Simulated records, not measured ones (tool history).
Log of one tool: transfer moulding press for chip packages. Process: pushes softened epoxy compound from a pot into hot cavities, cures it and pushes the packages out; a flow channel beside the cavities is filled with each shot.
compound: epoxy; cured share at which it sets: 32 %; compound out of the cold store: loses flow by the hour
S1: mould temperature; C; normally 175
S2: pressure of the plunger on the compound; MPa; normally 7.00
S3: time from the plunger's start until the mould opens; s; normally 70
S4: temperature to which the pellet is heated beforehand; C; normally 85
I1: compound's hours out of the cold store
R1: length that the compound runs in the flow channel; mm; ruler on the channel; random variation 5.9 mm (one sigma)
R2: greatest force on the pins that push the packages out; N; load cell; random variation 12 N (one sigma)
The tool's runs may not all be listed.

run 1 day=0.000 | S1=175 S2=7.00 S3=70 S4=85 | I1=25.3 | R1=674 R2=629
run 2 day=0.579 | S1=175 S2=7.00 S3=70 S4=85 | I1=31.8 | R1=648 R2=757
run 3 day=1.221 | S1=175 S2=7.00 S3=70 S4=85 | I1=9.5 | R1=710 R2=913
run 4 day=2.204 | S1=175 S2=7.82 S3=70 S4=85 | I1=34.9 | R1=661 R2=947
-- day=3.167 cavities cleaned with cleaning compound and waxed
run 5 day=3.242 | S1=175 S2=7.00 S3=76 S4=85 | I1=25.1 | R1=660 R2=975
run 6 day=4.004 | S1=175 S2=7.00 S3=76 S4=85 | I1=43.8 | R1=597 R2=928
run 7 day=4.758 | S1=175 S2=7.00 S3=76 S4=85 | I1=8.1 | R1=699 R2=935
run 8 day=5.325 | S1=175 S2=8.07 S3=76 S4=85 | I1=44.4 | R1=637 R2=863
run 9 day=5.833 | S1=175 S2=8.07 S3=76 S4=85 | I1=10.6 | R1=753 R2=943
-- day=6.338 cavities cleaned with cleaning compound and waxed
run 10 day=6.429 | S1=175 S2=7.00 S3=70 S4=85 | I1=23.0 | R1=670 R2=646
run 11 day=7.321 | S1=175 S2=7.00 S3=70 S4=85 | I1=8.6 | R1=694 R2=858
-- day=8.125 cavities cleaned with cleaning compound and waxed, once more
run 12 day=8.254 | S1=175 S2=7.00 S3=70 S4=85 | I1=41.3 | R1=606 R2=627
run 13 day=8.750 | S1=175 S2=7.00 S3=70 S4=85 | I1=29.2 | R1=640 R2=739
run 14 day=9.283 | S1=175 S2=7.00 S3=70 S4=85 | I1=34.3 | R1=615 R2=842
run 15 day=10.275 | S1=178 S2=5.94 S3=86 S4=88 | I1=40.9 | R1=535 R2=569
run 16 day=10.846 | S1=175 S2=7.00 S3=70 S4=87 | I1=24.2 | R1=629 R2=959
-- day=11.342 cavities cleaned with cleaning compound and waxed
run 17 day=11.804 | S1=175 S2=7.00 S3=70 S4=87 | I1=17.4 | R1=657 R2=737
run 18 day=12.392 | S1=175 S2=7.00 S3=70 S4=87 | I1=26.7 | R1=627 R2=780

Run 19 comes next. What will it give?
run 19 day=13.496 | S1=175 S2=8.14 S3=70 S4=86 | I1=10.9 | R1=? R2=?

For run 19 the tool returned R1 726 mm, R2 1001 N.
Minus the tool's unlogged condition, the same run would have read R1 793 mm, R2 640 N.

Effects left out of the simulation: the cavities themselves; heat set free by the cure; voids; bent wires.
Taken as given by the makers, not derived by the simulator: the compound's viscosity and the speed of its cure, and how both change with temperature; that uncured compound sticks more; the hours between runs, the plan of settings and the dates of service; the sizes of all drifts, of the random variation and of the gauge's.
